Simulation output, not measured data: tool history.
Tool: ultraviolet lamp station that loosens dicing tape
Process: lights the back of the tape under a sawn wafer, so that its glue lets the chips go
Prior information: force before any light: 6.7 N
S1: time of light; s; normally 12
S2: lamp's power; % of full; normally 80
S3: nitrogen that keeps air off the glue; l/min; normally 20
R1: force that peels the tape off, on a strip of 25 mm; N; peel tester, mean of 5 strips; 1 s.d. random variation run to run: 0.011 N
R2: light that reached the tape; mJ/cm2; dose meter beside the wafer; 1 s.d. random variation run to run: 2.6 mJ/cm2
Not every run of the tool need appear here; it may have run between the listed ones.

run,hour,S1,S2,S3,R1,R2
1,0.0,12,80,20,0.612,304
2,12.0,12,80,20,0.599,300
3,22.8,12,80,20,0.623,298
4,32.4,12,80,20,0.640,294
5,42.5,12,80,20,0.629,295
6,52.4,9,80,20,1.121,225
7,58.4,12,80,20,0.631,295
8,69.5,12,80,7,1.358,295
9,79.5,12,80,7,1.427,285
10,87.1,12,80,7,1.437,290
11,94.2,12,80,20,0.665,286
12,106.3,12,80,11,1.041,285
13,113.9,12,80,20,0.679,287
14,124.9,15,80,20,0.434,352
15,134.9,12,63,20,1.080,227
16,141.2,7,63,20,2.248,130
17,148.5,12,85,20,0.619,296
18,159.6,12,80,19,0.746,281
19,168.3,13,80,20,0.636,300
20,178.7,8,85,20,1.323,195
21,184.9,8,85,20,1.345,194
22,190.6,13,63,25,0.826,235
23,196.1,12,80,13,1.015,274
24,207.3,12,80,13,1.023,270
25,216.4,12,93,23,0.510,311
26,226.4,12,93,23,0.525,311
27,231.5,9,100,11,1.303,247
28,241.2,21,92,11,0.317,532
29,251.0,6,78,20,2.287,129
30,260.0,8,68,20,1.845,149
31,265.7,15,72,20,0.655,295
32,273.2,12,98,12,0.829,319
33,280.1,12,80,25,0.706,261
34,288.6,17,91,17,0.367,418
35,300.1,16,81,6,1.147,348

For some of the steps in R1 from one run to the next: how much would appear even if the tool had no hidden state, given the settings, what came in and random variation, and how much remains for the hidden state plus any gauge scatter that the measured result and the result without hidden state don't share?
Hidden state present: lamp's light, % of a new lamp's; light that the window lets through, % of a clean one's; drift of the gauge itself on peel_n, %; drift of the gauge itself on dose_mj_cm2, %.
Run 16 -> 17: S1 7 -> 12, S2 63 -> 85. R1 -1.629 N: hidden state -0.239, all else -1.390.
Run 27 -> 28: S1 9 -> 21, S2 100 -> 92. R1 -0.986 N: hidden state -0.316, all else -0.670.
Run 28 -> 29: S1 21 -> 6, S2 92 -> 78, S3 11 -> 20. R1 +1.970 N: hidden state +0.474, all else +1.496.
Run 30 -> 31: S1 8 -> 15, S2 68 -> 72. R1 -1.190 N: hidden state -0.270, all else -0.920.
Run 34 -> 35: S1 17 -> 16, S2 91 -> 81, S3 17 -> 6. R1 +0.780 N: hidden state +0.306, all else +0.474.
